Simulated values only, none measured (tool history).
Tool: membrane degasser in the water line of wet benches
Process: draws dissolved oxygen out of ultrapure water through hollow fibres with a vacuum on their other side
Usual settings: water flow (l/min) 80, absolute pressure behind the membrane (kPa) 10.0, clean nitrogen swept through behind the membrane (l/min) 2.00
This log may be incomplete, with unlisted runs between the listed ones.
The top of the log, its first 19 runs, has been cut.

| run | hour | water flow (l/min) | absolute pressure behind the membrane (kPa) | clean nitrogen swept through behind the membrane (l/min) | dissolved oxygen in the water behind the degasser (ppb) | pressure that the water loses in the fibres (kPa) |
|---|---|---|---|---|---|---|
| 20 | 1936.4 | 93 | 11.1 | 1.41 | 921.5 | 51.28 |
| 21 | 2039.7 | 94 | 9.1 | 1.59 | 676.3 | 51.63 |
| 22 | 2131.1 | 94 | 9.1 | 1.59 | 676.5 | 51.85 |
| 23 | 2265.4 | 80 | 12.0 | 1.46 | 884.5 | 44.15 |
| 24 | 2387.4 | 80 | 12.0 | 1.46 | 885.1 | 44.15 |
| 25 | 2505.8 | 70 | 11.8 | 4.19 | 360.9 | 38.72 |
| 26 | 2602.2 | 70 | 11.8 | 4.19 | 360.1 | 38.89 |
| 27 | 2713.2 | 70 | 11.8 | 4.43 | 345.8 | 38.63 |
| 28 | 2813.2 | 51 | 6.5 | 1.79 | 223.9 | 28.11 |
| 29 | 2889.3 | 67 | 11.7 | 2.00 | 598.8 | 37.03 |
| 30 | 3016.6 | 80 | 17.1 | 5.05 | 531.6 | 44.30 |
| 31 | 3135.9 | 69 | 8.7 | 2.00 | 423.4 | 38.41 |

Alternative continuations, all from the tool just after run 31; predict every row:
| A | 3232.7 | 55 | 8.8 | 2.00 | ? | ? |
| B | 3232.7 | 80 | 12.7 | 2.00 | ? | ? |
| C | 3232.7 | 101 | 6.2 | 3.78 | ? | ? |
| D | 3232.7 | 107 | 20.8 | 1.08 | ? | ? |

| run | dissolved oxygen in the water behind the degasser (ppb) | pressure that the water loses in the fibres (kPa) |
|---|---|---|
| A | 350.2 | 30.36 |
| B | 769.0 | 44.60 |
| C | 262.5 | 55.89 |
| D | 2266.5 | 59.58 |
Had the tool no hidden state, the same runs would have come out as:
| run | dissolved oxygen in the water behind the degasser (ppb) | pressure that the water loses in the fibres (kPa) |
|---|---|---|
| A | 337.8 | 29.13 |
| B | 751.0 | 42.81 |
| C | 240.8 | 53.64 |
| D | 2246.4 | 57.18 |
